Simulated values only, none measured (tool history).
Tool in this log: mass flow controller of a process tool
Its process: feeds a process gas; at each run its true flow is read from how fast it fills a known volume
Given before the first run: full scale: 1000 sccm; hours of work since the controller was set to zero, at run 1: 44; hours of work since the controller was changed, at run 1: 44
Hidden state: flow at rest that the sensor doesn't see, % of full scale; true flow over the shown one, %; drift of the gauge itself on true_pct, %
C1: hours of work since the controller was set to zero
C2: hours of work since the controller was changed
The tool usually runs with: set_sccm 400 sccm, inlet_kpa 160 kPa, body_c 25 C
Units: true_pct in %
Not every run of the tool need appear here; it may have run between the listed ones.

run 1 hour=0.0 | set_sccm=400 inlet_kpa=160 body_c=25 | C1=44 C2=44 | true_pct=99.13
run 2 hour=61.4 | set_sccm=400 inlet_kpa=160 body_c=25 | C1=64 C2=64 | true_pct=99.20
run 3 hour=133.7 | set_sccm=400 inlet_kpa=160 body_c=25 | C1=87 C2=87 | true_pct=99.15
run 4 hour=185.8 | set_sccm=400 inlet_kpa=160 body_c=25 | C1=104 C2=104 | true_pct=99.17
run 5 hour=221.6 | set_sccm=400 inlet_kpa=160 body_c=25 | C1=115 C2=115 | true_pct=99.35
run 6 hour=293.9 | set_sccm=400 inlet_kpa=160 body_c=25 | C1=138 C2=138 | true_pct=99.25
run 7 hour=377.8 | set_sccm=400 inlet_kpa=160 body_c=25 | C1=165 C2=165 | true_pct=99.21
run 8 hour=463.5 | set_sccm=504 inlet_kpa=235 body_c=25 | C1=192 C2=192 | true_pct=99.26
run 9 hour=547.0 | set_sccm=504 inlet_kpa=235 body_c=25 | C1=219 C2=219 | true_pct=99.20
run 10 hour=614.6 | set_sccm=400 inlet_kpa=236 body_c=24 | C1=241 C2=241 | true_pct=99.13
run 11 hour=665.4 | set_sccm=400 inlet_kpa=236 body_c=24 | C1=257 C2=257 | true_pct=99.06
run 12 hour=746.3 | set_sccm=400 inlet_kpa=236 body_c=24 | C1=283 C2=283 | true_pct=99.05
run 13 hour=832.3 | set_sccm=242 inlet_kpa=204 body_c=25 | C1=310 C2=310 | true_pct=98.95
run 14 hour=908.6 | set_sccm=242 inlet_kpa=144 body_c=20 | C1=335 C2=335 | true_pct=99.42

Measured result minus the same run's result without the hidden state. Both carry the same run-to-run variation, though not necessarily the same gauge scatter:
run=1 true_pct=+0.00
run=2 true_pct=+0.03
run=3 true_pct=+0.05
run=4 true_pct=+0.06
run=5 true_pct=+0.08
run=6 true_pct=+0.11
run=7 true_pct=+0.13
run=8 true_pct=+0.17
run=9 true_pct=+0.20
run=10 true_pct=+0.22
run=11 true_pct=+0.24
run=12 true_pct=+0.27
run=13 true_pct=+0.30
run=14 true_pct=+0.33
